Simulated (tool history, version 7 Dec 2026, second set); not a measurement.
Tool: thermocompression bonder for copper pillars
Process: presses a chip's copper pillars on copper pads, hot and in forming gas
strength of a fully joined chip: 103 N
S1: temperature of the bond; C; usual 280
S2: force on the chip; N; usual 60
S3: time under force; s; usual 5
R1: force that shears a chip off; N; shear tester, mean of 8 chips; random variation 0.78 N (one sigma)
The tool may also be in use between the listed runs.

run      day   S1  S2  S3    R1
  1    0.000  280  60   5  59.3
  2    1.562  280  60   5  59.9
  3    4.683  280  60   5  58.2
  4    7.304  280  60   5  57.6
  5   10.804  280  60   5  57.6
  6   13.083  284  60   5  60.1
  7   14.738  280  60   5  55.0
  8   17.704  280  60   5  54.8
  9   20.417  280  60   5  55.2
 10   23.225  280  60   5  54.4
 11   25.838  280  60   5  52.7
 12   28.596  280  60   5  53.6
 13   30.925  280  60   5  52.3
 14   34.517  280  60   5  51.6
 15   37.933  280  74   5  59.4
      38.742  -- forming gas filter changed
 16   40.771  280  60   7  63.7
 17   44.117  265  60   5  46.6
 18   46.017  265  60   5  46.4
 19   48.038  265  60   5  43.5
 20   51.258  280  60   5  55.1
 21   54.162  280  60   4  49.6
 22   56.858  265  60   6  47.7
 23   59.729  265  60   6  46.1
 24   61.183  265  60   6  46.6
 25   63.846  310  60   3  59.8
 26   65.762  256  60   3  30.3
 27   68.500  287  58   5  53.2
 28   71.167  287  38  11  47.4
 29   74.096  280  58   7  53.1
 30   77.067  296  47   7  54.8
      77.704  -- forming gas filter changed
 31   78.717  280  73   5  64.5
 32   81.558  280  73   5  62.1
 33   83.625  308  40   5  52.0
 34   87.204  250  59  11  46.5
 35   89.783  280  69  12  74.5
 36   92.892  257  39   4  21.5
 37   95.504  257  39   4  21.2
 38   97.358  280  55  13  62.7
 39   98.875  280  64   5  51.8
 40  100.512  297  55  12  68.8
     103.400  -- heater calibrated with a thermocouple chip
 41  103.675  297  55  12  73.8

Hidden state or all else? Some run-to-run changes of R1, split into what the settings, what came in and random variation would give without the hidden state, and what is left for the hidden state (with any gauge scatter that isn't in both results):
The hidden state here: true temperature of the bond over the reading, C; force that reaches the chip, % of what is set; oxide that the forming gas leaves, % of the face; drift of the gauge itself on shear_n, %.
Run 15 -> 16: S2 74 -> 60, S3 5 -> 7, forming gas filter changed. R1 +4.3 N: hidden state +7.1, all else -2.8.
Run 25 -> 26: S1 310 -> 256. R1 -29.5 N: hidden state +2.6, all else -32.1.
Run 30 -> 31: S1 296 -> 280, S2 47 -> 73, S3 7 -> 5, forming gas filter changed. R1 +9.7 N: hidden state +6.8, all else +2.9.
Run 35 -> 36: S1 280 -> 257, S2 69 -> 39, S3 12 -> 4. R1 -53.0 N: hidden state +3.6, all else -56.6.
Run 37 -> 38: S1 257 -> 280, S2 39 -> 55, S3 4 -> 13. R1 +41.5 N: hidden state -5.3, all else +46.8.
